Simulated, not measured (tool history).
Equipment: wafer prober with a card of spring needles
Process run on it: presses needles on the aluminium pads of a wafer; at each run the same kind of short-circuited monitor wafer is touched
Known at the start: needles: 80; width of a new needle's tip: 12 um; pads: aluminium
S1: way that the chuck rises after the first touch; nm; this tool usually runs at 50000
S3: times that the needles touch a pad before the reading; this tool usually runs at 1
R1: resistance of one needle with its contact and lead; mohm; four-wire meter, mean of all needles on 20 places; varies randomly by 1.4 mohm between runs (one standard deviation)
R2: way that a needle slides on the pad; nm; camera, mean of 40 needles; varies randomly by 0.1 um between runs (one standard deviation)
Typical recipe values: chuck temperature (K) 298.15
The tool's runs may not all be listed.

Run 1, hour 0.0: usual settings. Result: R1 153 mohm, R2 11500 nm.
At hour 4.4: tips cleaned on abrasive film.
At hour 10.2: tips cleaned on abrasive film.
At hour 16.1: tips cleaned on abrasive film.
At hour 21.9: tips cleaned on abrasive film.
Run 2, hour 26.4: usual settings. Result: R1 165 mohm, R2 11600 nm.
At hour 27.9: tips cleaned on abrasive film.
At hour 33.8: tips cleaned on abrasive film.
At hour 41.0: tips cleaned on abrasive film.
At hour 48.3: tips cleaned on abrasive film.
At hour 55.6: tips cleaned on abrasive film.
At hour 62.9: tips cleaned on abrasive film.
At hour 70.2: tips cleaned on abrasive film.
Run 3, hour 71.4: usual settings. Result: R1 150 mohm, R2 11290 nm.
At hour 77.3: tips cleaned on abrasive film.
At hour 83.1: tips cleaned on abrasive film.
At hour 90.4: tips cleaned on abrasive film.
At hour 97.7: tips cleaned on abrasive film.
Run 4, hour 100.0: usual settings. Result: R1 154 mohm, R2 11170 nm.
At hour 104.4: tips cleaned on abrasive film.
At hour 110.3: tips cleaned on abrasive film.
At hour 117.5: tips cleaned on abrasive film.
At hour 123.4: tips cleaned on abrasive film.
Run 5, hour 126.2: usual settings but chuck temperature (K) 302.15. Result: R1 156 mohm, R2 11300 nm.
At hour 130.6: tips cleaned on abrasive film.
At hour 136.4: tips cleaned on abrasive film.
At hour 143.7: tips cleaned on abrasive film.
At hour 151.0: tips cleaned on abrasive film.
Run 6, hour 155.5: usual settings but chuck temperature (K) 302.15. Result: R1 173 mohm, R2 10930 nm.
At hour 157.0: tips cleaned on abrasive film.
At hour 162.9: tips cleaned on abrasive film.
At hour 168.7: tips cleaned on abrasive film.
At hour 176.0: tips cleaned on abrasive film.
At hour 183.3: tips cleaned on abrasive film.
At hour 189.1: tips cleaned on abrasive film.
At hour 194.9: tips cleaned on abrasive film.
Run 7, hour 195.6: usual settings but chuck temperature (K) 302.15. Result: R1 142 mohm, R2 10810 nm.
At hour 200.2: height of the first contact set anew.
At hour 201.7: tips cleaned on abrasive film.
At hour 207.6: tips cleaned on abrasive film.
At hour 213.4: tips cleaned on abrasive film.
At hour 220.7: tips cleaned on abrasive film.
At hour 226.6: tips cleaned on abrasive film.
At hour 233.8: tips cleaned on abrasive film.
Run 8, hour 234.1: usual settings but chuck temperature (K) 302.15. Result: R1 137 mohm, R2 12690 nm.
At hour 239.9: tips cleaned on abrasive film.
At hour 245.8: tips cleaned on abrasive film.
At hour 251.6: tips cleaned on abrasive film.
At hour 257.4: tips cleaned on abrasive film.
At hour 263.3: tips cleaned on abrasive film.
At hour 269.1: tips cleaned on abrasive film.
Run 9, hour 273.4: usual settings but chuck temperature (K) 302.15. Result: R1 164 mohm, R2 12380 nm.
At hour 276.4: tips cleaned on abrasive film.
At hour 282.2: tips cleaned on abrasive film.
At hour 288.1: tips cleaned on abrasive film.
At hour 295.3: tips cleaned on abrasive film.
Run 10, hour 296.5: usual settings but chuck temperature (K) 302.15. Result: R1 142 mohm, R2 12430 nm.
At hour 302.3: tips cleaned on abrasive film.
At hour 309.6: tips cleaned on abrasive film.
At hour 315.4: tips cleaned on abrasive film.
At hour 321.3: tips cleaned on abrasive film.
At hour 327.1: tips cleaned on abrasive film.
Run 11, hour 327.7: usual settings but chuck temperature (K) 302.15. Result: R1 141 mohm, R2 12150 nm.
At hour 333.5: tips cleaned on abrasive film.
At hour 339.4: tips cleaned on abrasive film.
At hour 345.2: tips cleaned on abrasive film.
At hour 351.1: tips cleaned on abrasive film.
Run 12, hour 352.0: usual settings. Result: R1 146 mohm, R2 12270 nm.
At hour 357.9: tips cleaned on abrasive film.
At hour 365.2: tips cleaned on abrasive film.
At hour 372.4: tips cleaned on abrasive film.
At hour 379.7: tips cleaned on abrasive film.
At hour 387.0: tips cleaned on abrasive film.
At hour 392.8: tips cleaned on abrasive film.
Run 13, hour 396.5: usual settings but S1 57000 nm, S3 2. Result: R1 148 mohm, R2 14090 nm.
At hour 399.5: tips cleaned on abrasive film.
At hour 405.3: tips cleaned on abrasive film.
At hour 411.2: tips cleaned on abrasive film.
At hour 417.0: tips cleaned on abrasive film.
At hour 422.8: tips cleaned on abrasive film.
Run 14, hour 427.2: usual settings but S1 57000 nm, S3 2. Result: R1 147 mohm, R2 13890 nm.
At hour 428.8: tips cleaned on abrasive film.
At hour 434.6: tips cleaned on abrasive film.
At hour 440.5: tips cleaned on abrasive film.
At hour 446.3: tips cleaned on abrasive film.
At hour 452.2: tips cleaned on abrasive film.
At hour 459.4: tips cleaned on abrasive film.
At hour 465.3: tips cleaned on abrasive film.
At hour 472.4: tips cleaned on abrasive film.
Run 15, hour 472.4: usual settings but S1 38000 nm, chuck temperature (K) 338.15. Result: R1 155 mohm, R2 8790 nm.
At hour 479.7: tips cleaned on abrasive film.
At hour 485.6: tips cleaned on abrasive film.
At hour 491.4: tips cleaned on abrasive film.
Run 16, hour 495.4: usual settings but S1 43000 nm. Result: R1 184 mohm, R2 10200 nm.
At hour 498.4: tips cleaned on abrasive film.
At hour 504.2: tips cleaned on abrasive film.
At hour 511.5: tips cleaned on abrasive film.
At hour 517.3: tips cleaned on abrasive film.
At hour 524.6: tips cleaned on abrasive film.
At hour 530.4: tips cleaned on abrasive film.
At hour 536.3: tips cleaned on abrasive film.
Run 17, hour 539.3: usual settings but S1 48000 nm, chuck temperature (K) 301.15. Result: R1 167 mohm, R2 11200 nm.
At hour 542.2: tips cleaned on abrasive film.
At hour 548.1: tips cleaned on abrasive film.
At hour 555.3: tips cleaned on abrasive film.
At hour 562.6: tips cleaned on abrasive film.
At hour 568.5: tips cleaned on abrasive film.
Run 18, hour 570.5: usual settings but S1 48000 nm, chuck temperature (K) 324.15. Result: R1 165 mohm, R2 11070 nm.
At hour 574.9: tips cleaned on abrasive film.
At hour 582.2: tips cleaned on abrasive film.
At hour 588.1: tips cleaned on abrasive film.
At hour 595.3: tips cleaned on abrasive film.
At hour 601.2: tips cleaned on abrasive film.
At hour 607.0: tips cleaned on abrasive film.
At hour 612.9: tips cleaned on abrasive film.
Run 19, hour 614.2: usual settings but S3 2. Result: R1 147 mohm, R2 11580 nm.
At hour 620.0: tips cleaned on abrasive film.
At hour 625.9: tips cleaned on abrasive film.
At hour 631.7: tips cleaned on abrasive film.
At hour 637.6: tips cleaned on abrasive film.
At hour 643.4: tips cleaned on abrasive film.
At hour 650.7: tips cleaned on abrasive film.
At hour 656.5: tips cleaned on abrasive film.
Run 20, hour 656.6: usual settings but S1 70000 nm, chuck temperature (K) 305.15. Result: R1 134 mohm, R2 16440 nm.
At hour 662.5: tips cleaned on abrasive film.
At hour 668.3: tips cleaned on abrasive film.
At hour 674.1: tips cleaned on abrasive film.
At hour 681.4: tips cleaned on abrasive film.
At hour 688.7: tips cleaned on abrasive film.
At hour 696.0: tips cleaned on abrasive film.
Run 21, hour 698.4: usual settings but S1 31000 nm, chuck temperature (K) 305.15, S3 3. Result: R1 183 mohm, R2 6370 nm.
At hour 702.8: tips cleaned on abrasive film.
At hour 708.7: tips cleaned on abrasive film.
At hour 715.9: tips cleaned on abrasive film.
At hour 721.8: tips cleaned on abrasive film.
At hour 727.6: tips cleaned on abrasive film.
At hour 734.9: tips cleaned on abrasive film.
At hour 740.7: tips cleaned on abrasive film.
Run 22, hour 741.2: usual settings but S1 31000 nm, chuck temperature (K) 305.15, S3 3. Result: R1 163 mohm, R2 6320 nm.
At hour 747.1: tips cleaned on abrasive film.
At hour 752.9: tips cleaned on abrasive film.
At hour 758.8: tips cleaned on abrasive film.
At hour 766.1: tips cleaned on abrasive film.
At hour 771.9: tips cleaned on abrasive film.
At hour 777.7: tips cleaned on abrasive film.
Run 23, hour 778.6: usual settings but S1 58000 nm, chuck temperature (K) 318.15, S3 3. Result: R1 142 mohm, R2 13040 nm.

Per-run results on a tool with no hidden state, each run keeping its own random variation:
The hidden state here: debris on the tips, nm; way that the needles fall short of the set height, um; tips' diameter, um; drift of the gauge itself on contact_mohm, %; drift of the gauge itself on scrub_um, %.
run   R1     R2
  1  127  12760
  2  125  12950
  3  128  12760
  4  126  12700
  5  123  12930
  6  129  12610
  7  126  12610
  8  128  12800
  9  128  12610
 10  125  12750
 11  129  12570
 12  127  12760
 13  127  14700
 14  125  14590
 15  136   9640
 16  128  11110
 17  128  12240
 18  132  12200
 19  128  12840
 20  127  17820
 21  135   7850
 22  133   7960
 23  130  14780

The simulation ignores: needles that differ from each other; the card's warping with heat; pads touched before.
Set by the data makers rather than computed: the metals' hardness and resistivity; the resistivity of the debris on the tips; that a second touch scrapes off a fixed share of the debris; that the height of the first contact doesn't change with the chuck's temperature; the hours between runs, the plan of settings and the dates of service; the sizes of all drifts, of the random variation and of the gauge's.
